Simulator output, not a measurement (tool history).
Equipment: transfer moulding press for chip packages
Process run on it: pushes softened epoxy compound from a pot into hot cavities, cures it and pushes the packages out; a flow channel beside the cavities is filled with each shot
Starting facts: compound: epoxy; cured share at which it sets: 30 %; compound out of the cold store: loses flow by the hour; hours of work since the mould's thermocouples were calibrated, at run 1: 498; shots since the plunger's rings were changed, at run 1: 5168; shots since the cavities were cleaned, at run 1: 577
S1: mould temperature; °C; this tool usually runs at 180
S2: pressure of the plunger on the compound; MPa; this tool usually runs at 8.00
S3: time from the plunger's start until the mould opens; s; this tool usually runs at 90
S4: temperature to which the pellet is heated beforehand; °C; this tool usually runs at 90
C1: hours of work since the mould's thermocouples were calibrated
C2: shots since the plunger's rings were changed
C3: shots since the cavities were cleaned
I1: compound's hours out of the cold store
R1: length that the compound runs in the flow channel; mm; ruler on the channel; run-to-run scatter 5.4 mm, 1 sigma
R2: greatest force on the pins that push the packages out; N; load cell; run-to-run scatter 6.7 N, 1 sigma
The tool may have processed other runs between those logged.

{"run": 1, "day": 0.0, "S1": 180, "S2": 8.0, "S3": 90, "S4": 90, "C1": 498, "C2": 5168, "C3": 577, "I1": 35.6, "R1": 503, "R2": 381}
{"day": 0.196, "done": "plunger's sealing rings changed"}
{"day": 0.392, "done": "cavities cleaned with cleaning compound and waxed"}
{"run": 2, "day": 0.683, "S1": 180, "S2": 8.0, "S3": 90, "S4": 90, "C1": 505, "C2": 117, "C3": 81, "I1": 46.1, "R1": 515, "R2": 283}
{"run": 3, "day": 1.079, "S1": 180, "S2": 8.0, "S3": 90, "S4": 90, "C1": 511, "C2": 225, "C3": 189, "I1": 11.0, "R1": 659, "R2": 315}
{"run": 4, "day": 1.842, "S1": 181, "S2": 8.0, "S3": 90, "S4": 90, "C1": 522, "C2": 434, "C3": 398, "I1": 37.6, "R1": 543, "R2": 336}
{"run": 5, "day": 2.283, "S1": 181, "S2": 8.0, "S3": 90, "S4": 90, "C1": 529, "C2": 556, "C3": 520, "I1": 10.8, "R1": 648, "R2": 378}
{"day": 2.817, "done": "cavities cleaned with cleaning compound and waxed"}
{"run": 6, "day": 3.062, "S1": 181, "S2": 8.0, "S3": 90, "S4": 90, "C1": 539, "C2": 753, "C3": 68, "I1": 20.5, "R1": 601, "R2": 293}
{"run": 7, "day": 3.558, "S1": 181, "S2": 8.0, "S3": 90, "S4": 90, "C1": 546, "C2": 889, "C3": 204, "I1": 39.4, "R1": 517, "R2": 294}
{"run": 8, "day": 4.117, "S1": 180, "S2": 8.0, "S3": 90, "S4": 90, "C1": 554, "C2": 1042, "C3": 357, "I1": 38.3, "R1": 539, "R2": 330}
{"run": 9, "day": 4.779, "S1": 180, "S2": 8.0, "S3": 90, "S4": 90, "C1": 564, "C2": 1224, "C3": 539, "I1": 11.0, "R1": 637, "R2": 388}
{"day": 5.208, "done": "cavities cleaned with cleaning compound and waxed"}
{"run": 10, "day": 5.279, "S1": 180, "S2": 8.0, "S3": 90, "S4": 90, "C1": 570, "C2": 1345, "C3": 20, "I1": 44.8, "R1": 503, "R2": 272}
{"run": 11, "day": 5.733, "S1": 180, "S2": 7.46, "S3": 90, "S4": 90, "C1": 577, "C2": 1469, "C3": 144, "I1": 46.2, "R1": 480, "R2": 290}
{"run": 12, "day": 6.158, "S1": 180, "S2": 7.46, "S3": 90, "S4": 90, "C1": 583, "C2": 1586, "C3": 261, "I1": 36.6, "R1": 515, "R2": 311}
{"run": 13, "day": 6.704, "S1": 180, "S2": 8.0, "S3": 90, "S4": 90, "C1": 591, "C2": 1736, "C3": 411, "I1": 22.5, "R1": 596, "R2": 363}
{"run": 14, "day": 7.492, "S1": 180, "S2": 8.0, "S3": 90, "S4": 90, "C1": 602, "C2": 1952, "C3": 627, "I1": 27.9, "R1": 575, "R2": 379}
{"day": 7.612, "done": "cavities cleaned with cleaning compound and waxed"}
{"run": 15, "day": 8.0, "S1": 180, "S2": 8.0, "S3": 90, "S4": 90, "C1": 609, "C2": 2074, "C3": 106, "I1": 11.5, "R1": 633, "R2": 307}
{"day": 8.154, "done": "mould's thermocouples calibrated"}
{"run": 16, "day": 8.721, "S1": 180, "S2": 8.0, "S3": 90, "S4": 90, "C1": 8, "C2": 2249, "C3": 281, "I1": 22.2, "R1": 581, "R2": 312}
{"run": 17, "day": 9.242, "S1": 180, "S2": 8.0, "S3": 90, "S4": 98, "C1": 16, "C2": 2392, "C3": 424, "I1": 34.9, "R1": 537, "R2": 325}
{"day": 9.783, "done": "mould's thermocouples calibrated, once more"}
{"day": 10.162, "done": "cavities cleaned with cleaning compound and waxed"}
{"run": 18, "day": 10.171, "S1": 180, "S2": 7.24, "S3": 91, "S4": 98, "C1": 5, "C2": 2607, "C3": 2, "I1": 40.1, "R1": 493, "R2": 264}
{"run": 19, "day": 10.825, "S1": 183, "S2": 7.56, "S3": 126, "S4": 99, "C1": 14, "C2": 2786, "C3": 181, "I1": 14.2, "R1": 601, "R2": 261}
{"run": 20, "day": 11.179, "S1": 173, "S2": 7.51, "S3": 84, "S4": 90, "C1": 19, "C2": 2884, "C3": 279, "I1": 20.3, "R1": 570, "R2": 600}
{"run": 21, "day": 11.892, "S1": 180, "S2": 8.0, "S3": 90, "S4": 98, "C1": 30, "C2": 3079, "C3": 474, "I1": 36.0, "R1": 520, "R2": 361}
{"run": 22, "day": 12.442, "S1": 179, "S2": 6.54, "S3": 98, "S4": 90, "C1": 38, "C2": 3231, "C3": 626, "I1": 45.9, "R1": 438, "R2": 368}
{"day": 12.558, "done": "cavities cleaned with cleaning compound and waxed"}
{"run": 23, "day": 13.138, "S1": 180, "S2": 6.25, "S3": 116, "S4": 90, "C1": 47, "C2": 3405, "C3": 159, "I1": 22.8, "R1": 503, "R2": 267}

Expected results for the next run?
{"run": 24, "day": 13.842, "S1": 183, "S2": 8.0, "S3": 78, "S4": 95, "C1": 57, "C2": 3599, "C3": 353, "I1": 42.2, "R1": "?", "R2": "?"}

R1: 490 mm
R2: 364 N
On a tool with no hidden condition, and with the same random variation, this run would have come out at R1 520 mm, R2 277 N.
